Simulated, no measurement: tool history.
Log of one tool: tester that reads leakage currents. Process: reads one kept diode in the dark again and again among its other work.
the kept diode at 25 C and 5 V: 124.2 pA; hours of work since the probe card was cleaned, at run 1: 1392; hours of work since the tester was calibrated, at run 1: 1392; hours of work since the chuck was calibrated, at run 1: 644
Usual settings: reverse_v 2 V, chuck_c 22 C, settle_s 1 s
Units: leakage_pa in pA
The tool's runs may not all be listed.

run    hour  reverse_v  chuck_c  settle_s  hours of work since the probe card was cleaned  hours of work since the tester was calibrated  hours of work since the chuck was calibrated  leakage_pa
  1       0          2       22         1                                            1392                                           1392                                           644       66.01
  2   132.7          2       22         1                                            1471                                           1471                                           723       64.72
  3     295          2       22         1                                            1568                                           1568                                           820       64.29
  4   463.1       1.26       22         1                                            1668                                           1668                                           920       52.49
      543.5  -- chuck's temperature calibrated
  5   692.8          2       22      0.72                                            1804                                           1804                                            89       71.59
  6   811.3          2       22      0.72                                            1874                                           1874                                           160       70.98
  7     987          2       22         1                                            1979                                           1979                                           264       69.44
  8  1226.4       1.24       22         1                                            2122                                           2122                                           407       56.46
  9  1441.2       1.24       22         1                                            2250                                           2250                                           535       55.12
       1618  -- tester calibrated
 10  1625.1       1.24       22         1                                            2358                                              4                                           644       55.51
     1769.9  -- probe card cleaned and baked
 11  1769.9       1.24       22      0.79                                               0                                             89                                           728       52.16
 12  1977.3          2       22         1                                             124                                            212                                           852       60.98
 13  2108.1          2       29         1                                             202                                            290                                           930      105.66
     2163.3  -- chuck's temperature calibrated
 14  2349.9          2       22         1                                             345                                            433                                           111       69.86
 15  2630.4          2       22         1                                             512                                            601                                           278       68.09
 16  2790.1          2       22         1                                             607                                            696                                           374       67.38
 17    3041          2       22         1                                             757                                            845                                           523       66.13
 18  3317.2          2       22         1                                             921                                           1010                                           688       64.33
 19  3445.1          2       22         1                                             998                                           1086                                           764       62.98
 20  3607.1          2       22         1                                            1094                                           1183                                           861       62.73
     3799.2  -- chuck's temperature calibrated
 21    3835          2       22         1                                            1229                                           1318                                            21       71.93
 22  3984.5       1.63       27      0.39                                            1318                                           1407                                           110       97.88
 23  4227.1       5.99       39         1                                            1462                                           1551                                           255      384.11
 24  4421.4       4.01       37      0.38                                            1578                                           1667                                           371      282.56
 25  4542.7       4.01       37      0.38                                            1651                                           1739                                           443      278.62
 26  4715.6      13.18       44      7.37                                            1754                                           1843                                           546      710.61
 27  4928.8        9.3       22      0.69                                            1881                                           1970                                           673      128.28
 28  5080.9       9.33       52      0.33                                            1972                                           2060                                           764     1053.92
 29  5254.3       1.23       52      0.33                                            2075                                           2164                                           867      492.76
 30    5407      10.94       52      0.33                                            2166                                           2255                                           958      1093.7
     5433.7  -- chuck's temperature calibrated
     5578.3  -- tester calibrated
 31  5674.8        8.5       52      6.91                                            2323                                             58                                           143     1112.44
     5892.3  -- probe card cleaned and baked
 32  5956.3       3.15       20      1.17                                              38                                            224                                           309       67.02
 33  6141.3          2       49      9.58                                             148                                            334                                           419      509.65
 34  6388.5       1.49       23      2.58                                             296                                            481                                           566       62.65
 35  6582.5       1.49       23      2.58                                             411                                            597                                           682       61.62
 36    6739          2       34      2.39                                             505                                            690                                           775      161.48
 37  6942.2          2       42      2.39                                             626                                            811                                           896      288.29
     7067.1  -- chuck's temperature calibrated
 38  7130.5          2       22      2.57                                             737                                            922                                            38        69.6
 39  7307.2       4.71       23      3.16                                             842                                           1028                                           143      103.51
 40    7590          2       29      2.21                                            1011                                           1196                                           312      116.17

How the hidden state differs across the entries between the runs, from the last listed run before each to the first after it:
Between runs 4 and 5: chuck's temperature calibrated (hour 543.5)
  stray current of the dirty probe card, pA a volt: 1.48 -> 1.595; current scale over the true one, %: -1.08 -> -1.18; true chuck temperature over the reading, C: -1.72 -> -0.28
  measured less the result without the state, leakage_pa: -6.54 -> +0.71 pA
Between runs 9 and 10: tester calibrated (hour 1618)
  stray current of the dirty probe card, pA a volt: 1.991 -> 2.096; current scale over the true one, %: -1.51 -> 0.03; true chuck temperature over the reading, C: -1.14 -> -1.35
  measured less the result without the state, leakage_pa: -3.65 -> -3.64 pA
Between runs 10 and 11: probe card cleaned and baked (hour 1769.9)
  stray current of the dirty probe card, pA a volt: 2.096 -> 0.023; current scale over the true one, %: 0.03 -> -0.03; true chuck temperature over the reading, C: -1.35 -> -1.54
  measured less the result without the state, leakage_pa: -3.64 -> -7.03 pA
Between runs 13 and 14: chuck's temperature calibrated (hour 2163.3)
  stray current of the dirty probe card, pA a volt: 0.221 -> 0.352; current scale over the true one, %: -0.19 -> -0.29; true chuck temperature over the reading, C: -1.92 -> -0.19
  measured less the result without the state, leakage_pa: -17.04 -> -0.62 pA
Between runs 20 and 21: chuck's temperature calibrated (hour 3799.2)
  stray current of the dirty probe card, pA a volt: 1.014 -> 1.137; current scale over the true one, %: -0.84 -> -0.94; true chuck temperature over the reading, C: -1.66 -> 0.05
  measured less the result without the state, leakage_pa: -7.52 -> +1.82 pA
Between runs 30 and 31: chuck's temperature calibrated (hour 5433.7); tester calibrated (hour 5578.3)
  stray current of the dirty probe card, pA a volt: 1.962 -> 2.112; current scale over the true one, %: -1.66 -> -0.05; true chuck temperature over the reading, C: -1.8 -> -0.3
  measured less the result without the state, leakage_pa: -138.73 -> -5.59 pA
Between runs 31 and 32: probe card cleaned and baked (hour 5892.3)
  stray current of the dirty probe card, pA a volt: 2.112 -> 0.055; current scale over the true one, %: -0.05 -> -0.17; true chuck temperature over the reading, C: -0.3 -> -0.61
  measured less the result without the state, leakage_pa: -5.59 -> -3.48 pA
Between runs 37 and 38: chuck's temperature calibrated (hour 7067.1)
  stray current of the dirty probe card, pA a volt: 0.582 -> 0.68; current scale over the true one, %: -0.6 -> -0.68; true chuck temperature over the reading, C: -1.71 -> -0.19
  measured less the result without the state, leakage_pa: -38.88 -> -0.26 pA
